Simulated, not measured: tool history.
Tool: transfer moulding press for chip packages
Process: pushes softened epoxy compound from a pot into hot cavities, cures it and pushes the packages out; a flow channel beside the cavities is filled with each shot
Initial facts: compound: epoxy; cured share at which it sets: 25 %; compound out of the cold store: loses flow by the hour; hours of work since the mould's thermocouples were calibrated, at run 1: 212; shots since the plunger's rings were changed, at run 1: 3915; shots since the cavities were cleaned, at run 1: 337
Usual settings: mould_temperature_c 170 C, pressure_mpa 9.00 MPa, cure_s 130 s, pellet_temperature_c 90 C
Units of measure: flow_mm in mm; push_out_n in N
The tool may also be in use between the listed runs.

| run | hour | mould_temperature_c | pressure_mpa | cure_s | pellet_temperature_c | hours of work since the mould's thermocouples were calibrated | shots since the plunger's rings were changed | shots since the cavities were cleaned | incoming compound's hours out of the cold store | flow_mm | push_out_n |
|---|---|---|---|---|---|---|---|---|---|---|---|
| 1 | 0.0 | 170 | 9.00 | 130 | 90 | 212 | 3915 | 337 | 22.6 | 543 | 611 |
| 2 | 48.2 | 170 | 9.00 | 130 | 90 | 245 | 4375 | 797 | 13.1 | 560 | 747 |
|  | 66.5 | cavities cleaned with cleaning compound and waxed |
| 3 | 88.7 | 170 | 9.00 | 130 | 84 | 272 | 4746 | 212 | 18.2 | 544 | 583 |
|  | 95.6 | plunger's sealing rings changed |
| 4 | 121.7 | 170 | 9.00 | 130 | 84 | 292 | 248 | 502 | 24.6 | 581 | 678 |
| 5 | 148.7 | 170 | 9.00 | 130 | 90 | 311 | 505 | 759 | 42.3 | 532 | 742 |
| 6 | 168.9 | 170 | 9.00 | 130 | 90 | 325 | 698 | 952 | 28.2 | 562 | 807 |
|  | 174.3 | cavities cleaned with cleaning compound and waxed |
| 7 | 205.3 | 170 | 9.00 | 130 | 90 | 349 | 1030 | 295 | 13.4 | 608 | 608 |
| 8 | 247.7 | 170 | 9.00 | 130 | 90 | 377 | 1434 | 699 | 25.7 | 564 | 742 |
|  | 254.0 | mould's thermocouples calibrated |
|  | 278.9 | cavities cleaned with cleaning compound and waxed |
| 9 | 291.0 | 170 | 9.00 | 130 | 90 | 24 | 1813 | 115 | 21.9 | 573 | 513 |
| 10 | 316.4 | 170 | 9.00 | 130 | 90 | 42 | 2055 | 357 | 12.5 | 593 | 644 |
| 11 | 351.2 | 170 | 9.00 | 130 | 90 | 65 | 2387 | 689 | 31.1 | 541 | 769 |
| 12 | 373.0 | 170 | 9.00 | 130 | 90 | 80 | 2594 | 896 | 28.7 | 545 | 808 |
|  | 381.4 | cavities cleaned with cleaning compound and waxed |
| 13 | 420.2 | 170 | 9.00 | 130 | 90 | 111 | 3030 | 370 | 19.8 | 562 | 641 |
| 14 | 440.6 | 170 | 7.51 | 130 | 90 | 125 | 3224 | 564 | 44.5 | 456 | 713 |
| 15 | 468.3 | 164 | 6.97 | 147 | 88 | 144 | 3487 | 827 | 29.0 | 478 | 848 |
|  | 484.4 | cavities cleaned with cleaning compound and waxed |
| 16 | 503.3 | 163 | 6.97 | 144 | 88 | 167 | 3807 | 181 | 19.7 | 492 | 660 |
|  | 521.9 | mould's thermocouples calibrated, once more |
| 17 | 528.3 | 163 | 7.12 | 144 | 81 | 4 | 4025 | 399 | 11.0 | 517 | 765 |
| 18 | 576.7 | 163 | 7.12 | 135 | 97 | 37 | 4487 | 861 | 34.0 | 458 | 957 |
|  | 590.9 | cavities cleaned with cleaning compound and waxed |
|  | 613.7 | plunger's sealing rings changed |
| 19 | 622.8 | 165 | 7.72 | 120 | 88 | 66 | 87 | 280 | 47.2 | 483 | 768 |
| 20 | 649.1 | 170 | 7.57 | 130 | 90 | 84 | 338 | 531 | 14.4 | 557 | 703 |
| 21 | 687.8 | 170 | 7.57 | 130 | 90 | 110 | 706 | 899 | 38.8 | 495 | 751 |
|  | 697.0 | cavities cleaned with cleaning compound and waxed |
| 22 | 735.9 | 170 | 7.57 | 130 | 90 | 142 | 1150 | 370 | 47.6 | 471 | 632 |
| 23 | 768.3 | 170 | 7.57 | 130 | 90 | 164 | 1459 | 679 | 16.6 | 536 | 736 |
|  | 801.2 | cavities cleaned with cleaning compound and waxed |
| 24 | 801.7 | 169 | 9.00 | 130 | 92 | 186 | 1763 | 5 | 32.0 | 543 | 443 |
| 25 | 840.7 | 172 | 9.00 | 130 | 97 | 213 | 2135 | 377 | 9.4 | 597 | 594 |
| 26 | 873.3 | 168 | 8.62 | 130 | 97 | 235 | 2445 | 687 | 23.3 | 554 | 750 |
| 27 | 893.0 | 168 | 8.62 | 130 | 97 | 248 | 2633 | 875 | 27.0 | 535 | 850 |

Below are 3 alternative next runs, each starting from the tool's condition after run 27. Predict each:
|  | 906.0 | cavities cleaned with cleaning compound and waxed |
| A | 938.1 | 170 | 7.81 | 130 | 90 | 278 | 3048 | 306 | 19.1 | ? | ? |
|  | 906.0 | cavities cleaned with cleaning compound and waxed |
| B | 938.1 | 168 | 8.62 | 130 | 85 | 278 | 3048 | 306 | 17.6 | ? | ? |
|  | 906.0 | cavities cleaned with cleaning compound and waxed |
| C | 938.1 | 168 | 8.62 | 131 | 97 | 278 | 3048 | 306 | 24.9 | ? | ? |

| run | flow_mm | push_out_n |
|---|---|---|
| A | 529 | 612 |
| B | 560 | 657 |
| C | 539 | 627 |
With no hidden state in the tool, these same runs would have given:
| run | flow_mm | push_out_n |
|---|---|---|
| A | 563 | 423 |
| B | 596 | 448 |
| C | 573 | 430 |

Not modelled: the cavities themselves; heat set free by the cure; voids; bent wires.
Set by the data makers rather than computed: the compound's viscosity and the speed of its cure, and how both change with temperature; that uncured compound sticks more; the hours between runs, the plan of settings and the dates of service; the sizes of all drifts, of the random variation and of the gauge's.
